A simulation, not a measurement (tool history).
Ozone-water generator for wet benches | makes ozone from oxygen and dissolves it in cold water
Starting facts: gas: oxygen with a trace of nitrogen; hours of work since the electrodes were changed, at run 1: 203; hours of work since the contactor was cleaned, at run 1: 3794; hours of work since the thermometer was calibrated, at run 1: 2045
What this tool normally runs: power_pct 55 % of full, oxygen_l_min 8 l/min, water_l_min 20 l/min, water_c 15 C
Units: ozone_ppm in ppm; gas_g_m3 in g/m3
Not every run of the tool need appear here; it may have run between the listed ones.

| run | hour | power_pct | oxygen_l_min | water_l_min | water_c | hours of work since the electrodes were changed | hours of work since the contactor was cleaned | hours of work since the thermometer was calibrated | ozone_ppm | gas_g_m3 |
|---|---|---|---|---|---|---|---|---|---|---|
| 1 | 0 | 55 | 8 | 20 | 15 | 203 | 3794 | 2045 | 37 | 235.9 |
| 2 | 65.1 | 55 | 13.4 | 20 | 15 | 259 | 3851 | 2101 | 35 | 180.4 |
| 3 | 122.9 | 55 | 13.4 | 20 | 15 | 309 | 3901 | 2151 | 34.6 | 179.9 |
|  | 138.8 | contactor cleaned |
| 4 | 185.3 | 55 | 13.4 | 20 | 15 | 359 | 40 | 2201 | 35.5 | 179.6 |
| 5 | 241 | 55 | 13.4 | 20 | 15 | 407 | 88 | 2249 | 35.5 | 179.9 |
| 6 | 294.2 | 55 | 8 | 20 | 15 | 453 | 134 | 2295 | 36.8 | 234 |
| 7 | 370.5 | 55 | 8 | 20 | 15 | 519 | 200 | 2361 | 36.6 | 230.8 |
| 8 | 442.1 | 55 | 8 | 20 | 15 | 581 | 262 | 2423 | 36.5 | 231.5 |
| 9 | 517.9 | 55 | 8 | 20 | 15 | 647 | 328 | 2489 | 36.7 | 230.5 |
| 10 | 557.8 | 55 | 8 | 20 | 15 | 681 | 362 | 2523 | 37 | 231.3 |
| 11 | 623.9 | 55 | 8 | 20 | 15 | 738 | 419 | 2580 | 36.9 | 229.7 |
| 12 | 667.3 | 55 | 8 | 20 | 15 | 776 | 457 | 2618 | 36.4 | 228.6 |
| 13 | 730.7 | 55 | 8 | 20 | 15 | 831 | 512 | 2673 | 36.8 | 228.9 |
| 14 | 797.1 | 55 | 8 | 20 | 15 | 888 | 569 | 2730 | 36.3 | 228.8 |
| 15 | 857.5 | 55 | 8 | 20 | 15 | 940 | 621 | 2782 | 36.6 | 228 |
| 16 | 932.7 | 55 | 8 | 20 | 15 | 1005 | 686 | 2847 | 36.4 | 231.5 |
| 17 | 974.6 | 55 | 8 | 20 | 15 | 1041 | 722 | 2883 | 36.4 | 230.4 |
| 18 | 1050.3 | 54 | 8 | 20 | 21 | 1107 | 788 | 2949 | 32.5 | 226.8 |
| 19 | 1095.4 | 45 | 8 | 20 | 21 | 1146 | 827 | 2988 | 29.9 | 208.1 |
| 20 | 1168.2 | 48 | 13.19 | 32 | 7 | 1209 | 890 | 3051 | 29.3 | 166.1 |
|  | 1172.9 | water thermometer calibrated |
| 21 | 1238.3 | 55 | 10.53 | 17 | 15 | 1269 | 950 | 57 | 38 | 198.5 |
| 22 | 1299 | 55 | 10.53 | 17 | 15 | 1321 | 1002 | 109 | 38.1 | 199.4 |
| 23 | 1348 | 55 | 5.71 | 15 | 10 | 1364 | 1045 | 151 | 46.8 | 269.9 |
| 24 | 1414.8 | 41 | 8.79 | 13 | 21 | 1421 | 1102 | 209 | 33.3 | 187.4 |
| 25 | 1457.2 | 55 | 7.21 | 28 | 18 | 1458 | 1139 | 246 | 27.7 | 238.8 |
| 26 | 1492.1 | 55 | 7.21 | 28 | 18 | 1488 | 1169 | 276 | 28.1 | 237.7 |
| 27 | 1534.2 | 55 | 11.11 | 29 | 9 | 1525 | 1205 | 312 | 31.3 | 193.9 |
|  | 1541 | water thermometer calibrated, once more |
| 28 | 1569.7 | 80 | 11.11 | 13 | 22 | 1555 | 1236 | 25 | 43.8 | 231.4 |
| 29 | 1623.4 | 80 | 11.11 | 13 | 22 | 1601 | 1282 | 71 | 43.6 | 231.1 |
| 30 | 1690.7 | 55 | 7.87 | 20 | 15 | 1659 | 1340 | 129 | 35.9 | 227.3 |
| 31 | 1738.3 | 55 | 7.87 | 20 | 15 | 1701 | 1381 | 170 | 36.2 | 226.3 |
| 32 | 1795.5 | 55 | 7.87 | 20 | 15 | 1750 | 1431 | 220 | 35.7 | 227.5 |

Each run again, without the hidden state but with its own random variation kept:
The hidden state here: yield of the discharge, % of new electrodes'; contactor's efficiency, % of a clean one's; true water temperature over the reading, C; drift of the gauge itself on ozone_ppm, %; drift of the gauge itself on gas_g_m3, %.
| run | ozone_ppm | gas_g_m3 |
|---|---|---|
| 1 | 38 | 237.2 |
| 2 | 36.1 | 181.7 |
| 3 | 35.7 | 181.3 |
| 4 | 36 | 181.2 |
| 5 | 36.1 | 181.7 |
| 6 | 37.4 | 236.5 |
| 7 | 37.3 | 233.7 |
| 8 | 37.3 | 234.7 |
| 9 | 37.6 | 234 |
| 10 | 37.9 | 235 |
| 11 | 37.8 | 233.7 |
| 12 | 37.4 | 232.7 |
| 13 | 37.8 | 233.3 |
| 14 | 37.4 | 233.4 |
| 15 | 37.7 | 232.9 |
| 16 | 37.6 | 236.7 |
| 17 | 37.6 | 235.8 |
| 18 | 33.7 | 232.3 |
| 19 | 30.9 | 212.8 |
| 20 | 30.3 | 170.2 |
| 21 | 39.7 | 204 |
| 22 | 39.9 | 205.2 |
| 23 | 48.9 | 278 |
| 24 | 34.8 | 192.2 |
| 25 | 29 | 246.5 |
| 26 | 29.4 | 245.4 |
| 27 | 32.9 | 200.4 |
| 28 | 45.9 | 241 |
| 29 | 45.8 | 241 |
| 30 | 37.5 | 235.6 |
| 31 | 37.9 | 234.8 |
| 32 | 37.4 | 236.2 |
